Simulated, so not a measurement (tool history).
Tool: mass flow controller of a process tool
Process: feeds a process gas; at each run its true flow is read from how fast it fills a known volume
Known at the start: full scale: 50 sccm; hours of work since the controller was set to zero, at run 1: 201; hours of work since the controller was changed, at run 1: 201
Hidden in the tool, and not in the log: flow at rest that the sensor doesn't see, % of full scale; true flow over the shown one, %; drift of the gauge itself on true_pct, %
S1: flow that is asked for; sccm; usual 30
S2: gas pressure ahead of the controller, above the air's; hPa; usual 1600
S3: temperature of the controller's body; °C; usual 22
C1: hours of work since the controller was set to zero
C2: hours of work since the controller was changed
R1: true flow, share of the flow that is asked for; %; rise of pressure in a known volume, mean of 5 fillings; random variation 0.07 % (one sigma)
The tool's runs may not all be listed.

run    hour  S1    S2  S3    C1    C2     R1
  1     0.0  30  1600  22   201   201  98.77
  2    95.6  30  1600  22   263   263  98.59
  3   252.1  30  1600  22   364   364  98.59
  4   404.7  30  1600  22   462   462  98.49
  5   554.7  30  1600  22   560   560  98.47
  6   671.4  30  1600  26   635   635  98.21
  7   758.4  30  1600  26   691   691  98.10
  8   862.1   8  1600  26   758   758  96.56
  9   960.0   8  1600  26   822   822  96.38
 10  1059.5  35  1600  22   886   886  98.47
 11  1152.9  37  1600  22   946   946  98.59
 12  1264.2  37  1600  22  1019  1019  98.36
     1279.5  -- controller's zero set anew
 13  1372.0   7  1600  22    60  1088  95.67
 14  1468.0  30  2720  22   122  1150  98.09
 15  1571.4  30  2540  33   189  1217  97.25
 16  1721.7  36  2540  33   286  1314  97.48
 17  1868.8   6  1600  30   381  1409  94.59
 18  1936.1   6  1600  30   425  1453  94.44
 19  2046.1  17  1600  33   496  1524  95.97
     2156.7  -- controller's zero set anew, once more
 20  2200.4  30  2340  28    28  1623  97.44

Forecast each of these 4 alternatives for the next run:
  A  2338.7  16  1640  22  118  1713   ?
  B  2338.7   6  1600  34  118  1713   ?
  C  2338.7   8  2340  21  118  1713   ?
  D  2338.7  30  1600  33  118  1713   ?

run     R1
  A  97.02
  B  95.85
  C  96.79
  D  97.07
Without the tool's hidden state the same runs would have given:
run     R1
  A  98.39
  B  97.29
  C  98.20
  D  98.41
